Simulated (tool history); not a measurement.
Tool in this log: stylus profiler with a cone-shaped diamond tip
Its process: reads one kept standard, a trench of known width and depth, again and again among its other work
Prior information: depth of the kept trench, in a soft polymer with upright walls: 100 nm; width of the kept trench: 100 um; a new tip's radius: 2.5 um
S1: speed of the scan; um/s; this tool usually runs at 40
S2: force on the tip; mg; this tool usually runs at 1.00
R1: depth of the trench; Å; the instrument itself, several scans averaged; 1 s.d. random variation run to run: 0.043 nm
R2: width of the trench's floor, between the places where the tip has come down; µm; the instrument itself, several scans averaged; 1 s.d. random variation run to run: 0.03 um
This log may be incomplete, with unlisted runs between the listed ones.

run	hour	S1	S2	R1	R2
1	0.0	40	1.00	1007.2	98.23
2	21.0	40	1.01	1007.9	98.25
3	44.6	40	1.01	1008.4	98.24
4	69.4	40	1.01	1006.5	98.23
5	82.5	40	1.00	1007.4	98.18
6	107.4	40	1.00	1007.5	98.17
7	119.2	40	1.00	1008.2	98.21
8	143.2	40	1.00	1007.7	98.23
9	157.2	40	1.00	1007.4	98.22
10	175.3	40	1.00	1007.4	98.23
11	195.2	40	1.00	1007.4	98.23
12	221.3	40	1.00	1007.3	98.15
13	238.6	40	1.00	1007.1	98.23
14	257.1	40	1.00	1006.9	98.13
15	272.5	146	1.00	1006.9	97.57
16	286.3	146	1.00	1007.7	97.55
17	303.0	144	1.02	1007.7	97.52
18	316.7	143	0.36	1003.3	97.02
19	330.7	63	2.40	1013.6	98.12
20	350.3	63	2.40	1013.2	98.14
21	374.0	81	0.50	1004.0	97.76
22	399.3	27	0.60	1005.0	98.20
23	424.0	46	0.38	1003.0	97.88
24	439.9	46	0.38	1002.4	97.95
25	463.6	31	2.82	1015.2	98.23
26	490.0	23	2.34	1012.9	98.27

Each row is a separate what-if for the run after 26, all from the same tool condition, not one after another. Results?
A	512.4	132	1.31	?	?
B	512.4	40	1.38	?	?
C	512.4	20	1.46	?	?
D	512.4	24	1.51	?	?

run	R1	R2
A	1008.2	97.61
B	1008.6	98.12
C	1009.5	98.25
D	1008.9	98.23
Without the tool's hidden state the same runs would have given:
run	R1	R2
A	1009.3	97.88
B	1009.7	98.38
C	1010.6	98.52
D	1010.0	98.49
